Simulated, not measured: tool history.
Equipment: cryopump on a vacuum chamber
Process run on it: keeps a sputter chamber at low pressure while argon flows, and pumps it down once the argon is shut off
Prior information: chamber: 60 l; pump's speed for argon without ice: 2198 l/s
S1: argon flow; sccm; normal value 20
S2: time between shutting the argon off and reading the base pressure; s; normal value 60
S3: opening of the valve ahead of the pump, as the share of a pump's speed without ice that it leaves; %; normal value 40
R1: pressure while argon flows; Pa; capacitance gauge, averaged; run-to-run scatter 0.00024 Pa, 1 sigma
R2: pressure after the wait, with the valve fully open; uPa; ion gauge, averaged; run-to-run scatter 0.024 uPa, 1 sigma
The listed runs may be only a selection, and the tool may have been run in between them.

{"run": 1, "hour": 0.0, "S1": 20, "S2": 60, "S3": 40, "R1": 0.0394, "R2": 1.27}
{"run": 2, "hour": 28.2, "S1": 20, "S2": 60, "S3": 40, "R1": 0.0396, "R2": 1.23}
{"run": 3, "hour": 52.9, "S1": 20, "S2": 60, "S3": 40, "R1": 0.0398, "R2": 1.25}
{"run": 4, "hour": 83.1, "S1": 21, "S2": 60, "S3": 40, "R1": 0.0412, "R2": 1.3}
{"run": 5, "hour": 103.4, "S1": 20, "S2": 60, "S3": 40, "R1": 0.0398, "R2": 1.28}
{"run": 6, "hour": 135.8, "S1": 16, "S2": 60, "S3": 40, "R1": 0.0319, "R2": 1.34}
{"run": 7, "hour": 168.3, "S1": 27, "S2": 127, "S3": 40, "R1": 0.054, "R2": 0.98}
{"run": 8, "hour": 192.0, "S1": 27, "S2": 127, "S3": 40, "R1": 0.0542, "R2": 0.98}
{"run": 9, "hour": 217.0, "S1": 27, "S2": 127, "S3": 40, "R1": 0.054, "R2": 0.97}
{"run": 10, "hour": 248.5, "S1": 20, "S2": 79, "S3": 22, "R1": 0.0719, "R2": 1.23}
{"run": 11, "hour": 266.7, "S1": 9, "S2": 104, "S3": 24, "R1": 0.0294, "R2": 1.13}
{"run": 12, "hour": 306.2, "S1": 12, "S2": 38, "S3": 21, "R1": 0.0454, "R2": 1.83}

Some steps in R1 between neighbouring runs. How much of each would the tool show without its hidden state too (settings, what came in, random variation), and how much is left for the hidden state, with any gauge scatter that isn't in both results?
Hidden state present: pump's speed, % of a pump's without ice; cold plate's temperature, K; leak into the chamber, uPa l/s; drift of the gauge itself on working_pa, %; drift of the gauge itself on base_upa, %.
Run 10 -> 11: S1 20 -> 9, S2 79 -> 104, S3 22 -> 24. R1 -0.0425 Pa: hidden state -0.0010, all else -0.0415.
